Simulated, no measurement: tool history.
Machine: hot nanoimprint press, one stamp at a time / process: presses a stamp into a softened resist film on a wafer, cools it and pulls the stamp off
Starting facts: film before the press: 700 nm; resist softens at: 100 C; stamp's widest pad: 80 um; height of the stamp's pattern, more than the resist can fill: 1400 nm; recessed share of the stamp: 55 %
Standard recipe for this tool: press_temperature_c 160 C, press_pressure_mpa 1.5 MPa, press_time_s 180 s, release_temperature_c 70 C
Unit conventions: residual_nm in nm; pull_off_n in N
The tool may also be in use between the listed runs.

run,hour,press_temperature_c,press_pressure_mpa,press_time_s,release_temperature_c,residual_nm,pull_off_n
1,0,160,1.5,180,70,300.4,163
2,13,160,1.5,180,70,299.6,163
3,24,160,1.5,96,70,375.8,168
4,31.7,160,1.5,247,70,265.4,163
5,42.4,155,1.5,180,70,382.1,160
6,51.9,155,1.5,180,70,382.7,161
7,63.2,148,1.5,180,70,516.7,164
8,75.3,160,1.5,180,78,299,135
9,86.9,160,1.5,180,78,298.3,133
10,94.1,160,1.5,180,70,298.4,163
11,106.1,160,1.5,180,70,297.7,169
12,117.5,160,1.5,180,70,297.7,166
13,127.2,160,1.5,180,70,297.6,157
14,139.2,160,1.5,180,70,296.8,166
15,145.8,160,1.5,180,70,297,160
16,152.4,149,2.14,126,73,482,155
17,158.4,149,1.79,126,72,508.1,158
18,167.9,163,1.79,190,72,228.9,154
19,181,163,1.79,190,72,228.6,157
20,191.9,158,1.5,180,68,326.9,168
21,202,166,1.11,158,69,270.2,171
# hour 212.6: plate thermocouple calibrated
22,214.4,166,1.11,158,57,270.1,210
23,223.5,151,1.6,91,59,522,202
24,230.8,151,1.6,91,59,521.3,194
25,239.4,151,1.6,91,59,522.1,200
26,245.6,151,1.6,91,59,521,204
27,251.7,155,1.6,100,59,440.2,204
# hour 259.8: gauge calibrated
28,263.6,155,1.6,100,59,448.4,207
29,271.2,155,1.5,98,70,460,165

Branching from run 29: 3 alternative next runs. What would each branch give?
A,279.2,160,1.99,182,78,?,?
B,279.2,160,1.58,180,68,?,?
C,279.2,155,2.28,246,70,?,?

run,residual_nm,pull_off_n
A,260.7,133
B,292.9,170
C,283.4,168
Take away the tool's hidden state, keep each run's random variation, and the runs would have read:
run,residual_nm,pull_off_n
A,261.1,132
B,293.3,169
C,283.8,167
